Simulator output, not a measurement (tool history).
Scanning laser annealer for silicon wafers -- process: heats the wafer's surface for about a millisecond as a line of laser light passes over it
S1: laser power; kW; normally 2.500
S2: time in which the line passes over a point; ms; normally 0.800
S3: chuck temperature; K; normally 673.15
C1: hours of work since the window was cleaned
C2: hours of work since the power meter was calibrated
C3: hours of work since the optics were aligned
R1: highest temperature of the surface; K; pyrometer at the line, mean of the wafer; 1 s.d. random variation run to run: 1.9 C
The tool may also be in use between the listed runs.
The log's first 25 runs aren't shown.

| run | hour | S1 | S2 | S3 | C1 | C2 | C3 | R1 |
|---|---|---|---|---|---|---|---|---|
| 26 | 499.7 | 2.458 | 0.800 | 645.15 | 612 | 904 | 476 | 1330.15 |
| 27 | 528.0 | 2.361 | 0.800 | 664.15 | 631 | 923 | 495 | 1312.15 |
| 28 | 559.2 | 2.267 | 0.603 | 688.15 | 652 | 945 | 516 | 1209.15 |
| 29 | 573.4 | 2.267 | 0.603 | 688.15 | 662 | 954 | 526 | 1212.15 |
| 30 | 589.8 | 2.517 | 0.867 | 703.15 | 673 | 965 | 537 | 1441.15 |
| 31 | 612.1 | 2.293 | 0.670 | 703.15 | 688 | 980 | 552 | 1266.15 |
| 32 | 637.9 | 2.293 | 0.670 | 703.15 | 705 | 998 | 570 | 1264.15 |
| 33 | 659.0 | 2.293 | 0.670 | 703.15 | 720 | 1012 | 584 | 1265.15 |
| 34 | 686.8 | 2.293 | 0.670 | 703.15 | 739 | 1031 | 603 | 1258.15 |
| 35 | 699.8 | 2.204 | 0.670 | 684.15 | 747 | 1040 | 612 | 1217.15 |
| 36 | 712.5 | 2.454 | 0.727 | 697.15 | 756 | 1049 | 620 | 1337.15 |
| 37 | 733.0 | 2.362 | 0.804 | 662.15 | 770 | 1062 | 634 | 1309.15 |
| 38 | 751.3 | 2.362 | 0.804 | 662.15 | 782 | 1075 | 646 | 1308.15 |
| 39 | 781.8 | 2.647 | 0.800 | 689.15 | 803 | 1096 | 667 | 1433.15 |
| 40 | 803.6 | 2.500 | 0.800 | 681.15 | 818 | 1110 | 682 | 1369.15 |
| 41 | 824.7 | 2.433 | 0.672 | 686.15 | 832 | 1125 | 696 | 1286.15 |

Consider 4 possible next runs. They are alternatives, not a sequence: every one starts from the tool as it was left by run 41. What does each give?
| A | 843.0 | 2.566 | 0.888 | 673.15 | 844 | 1137 | 709 | ? |
| B | 843.0 | 2.677 | 0.986 | 704.15 | 844 | 1137 | 709 | ? |
| C | 843.0 | 2.494 | 0.563 | 685.15 | 844 | 1137 | 709 | ? |
| D | 843.0 | 2.433 | 0.674 | 686.15 | 844 | 1137 | 709 | ? |

| run | R1 |
|---|---|
| A | 1433.15 |
| B | 1556.15 |
| C | 1243.15 |
| D | 1292.15 |
Stripped of hidden state, with their random variation kept, the same runs would have yielded:
| run | R1 |
|---|---|
| A | 1474.15 |
| B | 1601.15 |
| C | 1273.15 |
| D | 1324.15 |
